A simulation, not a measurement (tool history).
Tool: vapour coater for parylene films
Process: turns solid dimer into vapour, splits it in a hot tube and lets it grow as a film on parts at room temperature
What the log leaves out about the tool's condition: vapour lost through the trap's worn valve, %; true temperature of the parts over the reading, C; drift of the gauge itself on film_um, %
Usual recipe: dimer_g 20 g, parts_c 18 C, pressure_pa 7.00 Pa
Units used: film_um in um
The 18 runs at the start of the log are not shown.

run	day	dimer_g	parts_c	pressure_pa	hours of work since the trap's valve was overhauled	hours of work since the table's thermometer was calibrated	film_um
19	33.712	20	19	7.00	83	775	16.22
20	35.183	20	19	2.05	112	804	19.69
21	36.762	20	19	2.24	143	835	19.23
22	38.679	11	19	2.24	181	872	10.55
23	40.567	20	18	7.00	218	909	16.20
24	41.746	19	18	4.89	241	933	16.31
25	43.612	8	29	8.16	278	969	4.60
# day 44.271: trap's valve overhauled
26	45.783	8	29	8.16	30	1009	4.92

For run 27, what comes out?
27	47.683	22	18	7.57	67	1046	?

film_um: 18.43 um
Take away the tool's hidden state, keep the run-to-run variation as it was, and the same run would have given film_um 18.46 um.

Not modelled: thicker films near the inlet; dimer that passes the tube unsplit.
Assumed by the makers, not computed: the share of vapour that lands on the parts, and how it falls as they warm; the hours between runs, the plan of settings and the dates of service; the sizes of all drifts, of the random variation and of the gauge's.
